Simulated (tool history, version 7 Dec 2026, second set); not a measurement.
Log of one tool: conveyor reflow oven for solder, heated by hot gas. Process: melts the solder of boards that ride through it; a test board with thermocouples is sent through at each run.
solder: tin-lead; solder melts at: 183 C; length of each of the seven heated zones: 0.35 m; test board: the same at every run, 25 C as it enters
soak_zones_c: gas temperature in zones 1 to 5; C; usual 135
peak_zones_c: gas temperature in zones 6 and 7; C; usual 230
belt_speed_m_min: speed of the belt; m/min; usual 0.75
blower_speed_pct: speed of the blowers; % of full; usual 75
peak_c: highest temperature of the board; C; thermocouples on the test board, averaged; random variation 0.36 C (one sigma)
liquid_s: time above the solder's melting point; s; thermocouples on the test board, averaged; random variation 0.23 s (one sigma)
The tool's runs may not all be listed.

run,day,soak_zones_c,peak_zones_c,belt_speed_m_min,blower_speed_pct,peak_c,liquid_s
1,0,135,230,0.75,75,214.5,40.1
2,2.383,135,230,0.75,75,214.3,40.2
3,3.867,135,230,0.75,75,214.7,39.8
4,5.425,135,230,0.75,75,214.1,40.1
5,7.088,135,230,0.75,75,213.4,39.7
6,8.504,135,230,0.75,75,213.6,39.8
7,10.583,135,230,0.75,61,210.7,37.3
8,12.454,135,244,0.75,61,222.5,44.4
# day 13.25: flux residue cleaned out of gas plates and filters
9,14.875,135,244,0.75,85,228.7,47.4
10,16.954,135,244,0.75,85,228.5,47.6
11,18.458,135,244,0.75,85,228,47.2
# day 18.817: belt drive overhauled, speed set with a stopwatch
12,20.771,135,244,0.75,85,226.5,46.6
# day 22.162: thermocouples of zones 6 and 7 changed
13,22.883,135,244,0.75,85,228.8,46.7
14,23.946,135,244,0.75,85,228.5,46.7
15,24.996,148,243,0.853,55,219.1,39.9
16,27.483,135,228,0.693,83,215.9,44.2
17,29.354,135,243,0.839,88,223.7,39.7
# day 32.088: flux residue cleaned out of gas plates and filters
18,32.1,135,243,0.839,88,226.2,40.4
19,33.162,135,230,0.839,50,205.9,28.3
20,35.562,135,230,0.839,50,205.1,28.1
21,37.683,135,230,0.839,50,205.1,27.8

Forecast run 22:
22,39.596,135,244,0.637,75,?,?

Run 22 gave peak_c 232.5 C, liquid_s 57.1 s.
Without the tool's hidden state the same run would have given peak_c 234.1 C, liquid_s 57.7 s.
